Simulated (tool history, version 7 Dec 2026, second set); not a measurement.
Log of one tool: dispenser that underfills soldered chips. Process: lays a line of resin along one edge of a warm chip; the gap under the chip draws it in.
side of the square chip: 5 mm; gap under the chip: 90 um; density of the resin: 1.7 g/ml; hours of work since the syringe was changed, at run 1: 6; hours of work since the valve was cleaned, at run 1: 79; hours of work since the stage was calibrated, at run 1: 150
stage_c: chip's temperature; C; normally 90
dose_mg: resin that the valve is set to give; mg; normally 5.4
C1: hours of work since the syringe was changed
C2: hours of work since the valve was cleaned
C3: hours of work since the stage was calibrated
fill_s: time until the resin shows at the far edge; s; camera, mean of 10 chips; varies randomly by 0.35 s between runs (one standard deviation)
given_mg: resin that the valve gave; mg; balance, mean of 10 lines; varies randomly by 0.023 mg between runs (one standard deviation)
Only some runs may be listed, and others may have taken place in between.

run 1 hour=0 | stage_c=90 dose_mg=5.4 | C1=6 C2=79 C3=150 | fill_s=32.1 given_mg=5.13
-- hour=1.2 new syringe of resin
-- hour=2.2 dispensing valve cleaned and set on the balance
run 2 hour=8.1 | stage_c=90 dose_mg=5.4 | C1=4 C2=4 C3=156 | fill_s=29.1 given_mg=5.42
-- hour=11.6 new syringe of resin
run 3 hour=14.9 | stage_c=90 dose_mg=5.4 | C1=2 C2=9 C3=160 | fill_s=23.6 given_mg=5.35
-- hour=20.9 new syringe of resin
run 4 hour=22.3 | stage_c=84 dose_mg=5.4 | C1=1 C2=15 C3=166 | fill_s=25.7 given_mg=5.36
run 5 hour=28.5 | stage_c=84 dose_mg=5.4 | C1=6 C2=19 C3=171 | fill_s=38.9 given_mg=5.32
-- hour=30.6 new syringe of resin
run 6 hour=33.9 | stage_c=84 dose_mg=5.4 | C1=3 C2=23 C3=174 | fill_s=29.7 given_mg=5.32
-- hour=39.7 new syringe of resin
run 7 hour=40.4 | stage_c=84 dose_mg=5.4 | C1=0 C2=28 C3=179 | fill_s=24.8 given_mg=5.32
-- hour=49.2 new syringe of resin
run 8 hour=50.2 | stage_c=84 dose_mg=5.4 | C1=1 C2=35 C3=186 | fill_s=24.7 given_mg=5.28
-- hour=58.2 new syringe of resin
run 9 hour=58.2 | stage_c=84 dose_mg=5.4 | C1=0 C2=41 C3=192 | fill_s=23.4 given_mg=5.3
-- hour=67.4 new syringe of resin
run 10 hour=68.7 | stage_c=103 dose_mg=6.38 | C1=1 C2=49 C3=200 | fill_s=14 given_mg=6.18
run 11 hour=75.7 | stage_c=103 dose_mg=6.38 | C1=6 C2=54 C3=205 | fill_s=22.1 given_mg=6.18
-- hour=76.6 new syringe of resin
run 12 hour=83.6 | stage_c=103 dose_mg=6.38 | C1=5 C2=60 C3=211 | fill_s=20.1 given_mg=6.19
-- hour=85.8 new syringe of resin
run 13 hour=91.3 | stage_c=96 dose_mg=4.61 | C1=4 C2=65 C3=217 | fill_s=24.8 given_mg=4.41
-- hour=94.8 new syringe of resin
run 14 hour=102.1 | stage_c=99 dose_mg=5.12 | C1=5 C2=73 C3=224 | fill_s=24.9 given_mg=4.87

Run 15 has not been measured yet. What should we expect?
-- hour=104 new syringe of resin
run 15 hour=107.1 | stage_c=94 dose_mg=5.84 | C1=2 C2=77 C3=228 | fill_s=? given_mg=?

fill_s: 21.6 s
given_mg: 5.54 mg
Were there no unlogged condition in the tool, this run, its random variation unchanged, would have produced fill_s 16.4 s, given_mg 5.82 mg.
